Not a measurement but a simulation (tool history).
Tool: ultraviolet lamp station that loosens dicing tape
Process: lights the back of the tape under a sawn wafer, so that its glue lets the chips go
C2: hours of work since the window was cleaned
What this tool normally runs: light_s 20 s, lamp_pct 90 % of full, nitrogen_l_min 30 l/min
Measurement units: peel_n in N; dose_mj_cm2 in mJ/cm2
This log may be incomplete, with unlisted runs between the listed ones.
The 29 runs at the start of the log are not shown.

{"run": 30, "hour": 1554.9, "light_s": 14, "lamp_pct": 76, "nitrogen_l_min": 43, "hours of work of the lamp": 764, "C2": 88, "peel_n": 1.133, "dose_mj_cm2": 247}
{"run": 31, "hour": 1624.5, "light_s": 14, "lamp_pct": 76, "nitrogen_l_min": 24, "hours of work of the lamp": 811, "C2": 134, "peel_n": 1.42, "dose_mj_cm2": 253}
{"run": 32, "hour": 1663.0, "light_s": 14, "lamp_pct": 76, "nitrogen_l_min": 29, "hours of work of the lamp": 836, "C2": 160, "peel_n": 1.288, "dose_mj_cm2": 247}
{"run": 33, "hour": 1736.5, "light_s": 20, "lamp_pct": 98, "nitrogen_l_min": 30, "hours of work of the lamp": 886, "C2": 210, "peel_n": 0.338, "dose_mj_cm2": 458}
{"run": 34, "hour": 1771.7, "light_s": 26, "lamp_pct": 62, "nitrogen_l_min": 31, "hours of work of the lamp": 910, "C2": 234, "peel_n": 0.49, "dose_mj_cm2": 379}
{"run": 35, "hour": 1814.5, "light_s": 26, "lamp_pct": 96, "nitrogen_l_min": 31, "hours of work of the lamp": 939, "C2": 262, "peel_n": 0.207, "dose_mj_cm2": 585}
{"run": 36, "hour": 1869.8, "light_s": 18, "lamp_pct": 97, "nitrogen_l_min": 11, "hours of work of the lamp": 976, "C2": 300, "peel_n": 0.787, "dose_mj_cm2": 411}
{"hour": 1890.6, "done": "lamp changed"}
{"run": 37, "hour": 1902.7, "light_s": 18, "lamp_pct": 97, "nitrogen_l_min": 11, "hours of work of the lamp": 8, "C2": 321, "peel_n": 0.789, "dose_mj_cm2": 404}
{"run": 38, "hour": 1966.3, "light_s": 18, "lamp_pct": 87, "nitrogen_l_min": 11, "hours of work of the lamp": 51, "C2": 364, "peel_n": 1.038, "dose_mj_cm2": 365}
{"run": 39, "hour": 2012.4, "light_s": 18, "lamp_pct": 87, "nitrogen_l_min": 11, "hours of work of the lamp": 82, "C2": 395, "peel_n": 1.02, "dose_mj_cm2": 366}
{"run": 40, "hour": 2073.8, "light_s": 18, "lamp_pct": 87, "nitrogen_l_min": 11, "hours of work of the lamp": 123, "C2": 436, "peel_n": 0.981, "dose_mj_cm2": 365}
{"run": 41, "hour": 2113.1, "light_s": 18, "lamp_pct": 87, "nitrogen_l_min": 11, "hours of work of the lamp": 150, "C2": 463, "peel_n": 1.033, "dose_mj_cm2": 368}
{"run": 42, "hour": 2168.2, "light_s": 18, "lamp_pct": 87, "nitrogen_l_min": 11, "hours of work of the lamp": 187, "C2": 500, "peel_n": 1.021, "dose_mj_cm2": 369}
{"hour": 2207.4, "done": "window cleaned of glue's vapour"}
{"run": 43, "hour": 2232.4, "light_s": 18, "lamp_pct": 87, "nitrogen_l_min": 11, "hours of work of the lamp": 230, "C2": 17, "peel_n": 0.992, "dose_mj_cm2": 370}
{"run": 44, "hour": 2289.4, "light_s": 18, "lamp_pct": 87, "nitrogen_l_min": 11, "hours of work of the lamp": 268, "C2": 55, "peel_n": 1.015, "dose_mj_cm2": 366}

Alternative continuations, all from the tool just after run 44; predict every row:
{"run": "A", "hour": 2323.1, "light_s": 26, "lamp_pct": 79, "nitrogen_l_min": 34, "hours of work of the lamp": 291, "C2": 78, "peel_n": "?", "dose_mj_cm2": "?"}
{"run": "B", "hour": 2323.1, "light_s": 20, "lamp_pct": 90, "nitrogen_l_min": 43, "hours of work of the lamp": 291, "C2": 78, "peel_n": "?", "dose_mj_cm2": "?"}
{"run": "C", "hour": 2323.1, "light_s": 18, "lamp_pct": 71, "nitrogen_l_min": 11, "hours of work of the lamp": 291, "C2": 78, "peel_n": "?", "dose_mj_cm2": "?"}

run=A peel_n=0.288 dose_mj_cm2=484
run=B peel_n=0.341 dose_mj_cm2=430
run=C peel_n=1.513 dose_mj_cm2=301
What these runs would have given with no unlogged condition in the tool:
run=A peel_n=0.287 dose_mj_cm2=485
run=B peel_n=0.34 dose_mj_cm2=430
run=C peel_n=1.51 dose_mj_cm2=301
